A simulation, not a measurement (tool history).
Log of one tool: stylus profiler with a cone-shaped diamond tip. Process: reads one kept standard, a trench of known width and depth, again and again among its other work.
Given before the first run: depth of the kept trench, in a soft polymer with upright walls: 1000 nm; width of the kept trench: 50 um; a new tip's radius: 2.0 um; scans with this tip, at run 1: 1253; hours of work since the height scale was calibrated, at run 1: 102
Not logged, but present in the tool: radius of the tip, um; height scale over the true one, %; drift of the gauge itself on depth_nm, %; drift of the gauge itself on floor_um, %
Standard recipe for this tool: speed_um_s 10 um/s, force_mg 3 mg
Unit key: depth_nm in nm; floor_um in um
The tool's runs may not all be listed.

| run | day | speed_um_s | force_mg | scans with this tip | hours of work since the height scale was calibrated | depth_nm | floor_um |
|---|---|---|---|---|---|---|---|
| 1 | 0 | 10 | 3 | 1253 | 102 | 1009.87 | 46.43 |
| 2 | 0.512 | 10 | 1.67 | 1358 | 111 | 1006.52 | 46.46 |
| 3 | 1.121 | 12 | 3 | 1481 | 121 | 1009.63 | 46.38 |
| 4 | 1.5 | 12 | 3 | 1559 | 127 | 1009.58 | 46.41 |
| 5 | 2.217 | 2 | 3 | 1705 | 139 | 1009.8 | 46.48 |
| 6 | 2.967 | 2 | 3 | 1857 | 152 | 1009.9 | 46.39 |
| 7 | 3.775 | 2 | 3 | 2022 | 165 | 1009.5 | 46.39 |
| 8 | 4.229 | 10 | 3 | 2114 | 173 | 1009.4 | 46.35 |
| 9 | 4.804 | 10 | 3 | 2231 | 182 | 1009.33 | 46.4 |
| 10 | 5.704 | 38 | 1.52 | 2414 | 197 | 1005.69 | 46.1 |
| 11 | 6.171 | 38 | 1.52 | 2510 | 205 | 1005.44 | 46.11 |
| 12 | 6.7 | 2 | 5.4 | 2617 | 214 | 1014.17 | 46.39 |
| 13 | 7.188 | 5 | 3.99 | 2717 | 222 | 1011.48 | 46.34 |
| 14 | 8.008 | 2 | 2.08 | 2883 | 235 | 1007.36 | 46.32 |
| 15 | 8.546 | 39 | 6.62 | 2993 | 244 | 1016.85 | 46.2 |
| 16 | 9.221 | 3 | 1.04 | 3130 | 256 | 1003.41 | 46.32 |
| 17 | 10.088 | 4 | 1.33 | 3307 | 270 | 1004.98 | 46.27 |

Consider 5 possible next runs. They are alternatives, not a sequence: every one starts from the tool as it was left by run 17. What does each give?
| A | 10.721 | 5 | 5.56 | 3435 | 280 | ? | ? |
| B | 10.721 | 21 | 3.62 | 3435 | 280 | ? | ? |
| C | 10.721 | 5 | 3.73 | 3435 | 280 | ? | ? |
| D | 10.721 | 3 | 3 | 3435 | 280 | ? | ? |
| E | 10.721 | 10 | 1.86 | 3435 | 280 | ? | ? |

| run | depth_nm | floor_um |
|---|---|---|
| A | 1014.24 | 46.25 |
| B | 1010.88 | 46.18 |
| C | 1010.8 | 46.27 |
| D | 1008.95 | 46.25 |
| E | 1006.67 | 46.22 |
Without the tool's unlogged condition, the same runs would have read:
| run | depth_nm | floor_um |
|---|---|---|
| A | 1015.39 | 46.51 |
| B | 1012.02 | 46.44 |
| C | 1011.94 | 46.53 |
| D | 1010.09 | 46.5 |
| E | 1007.8 | 46.48 |
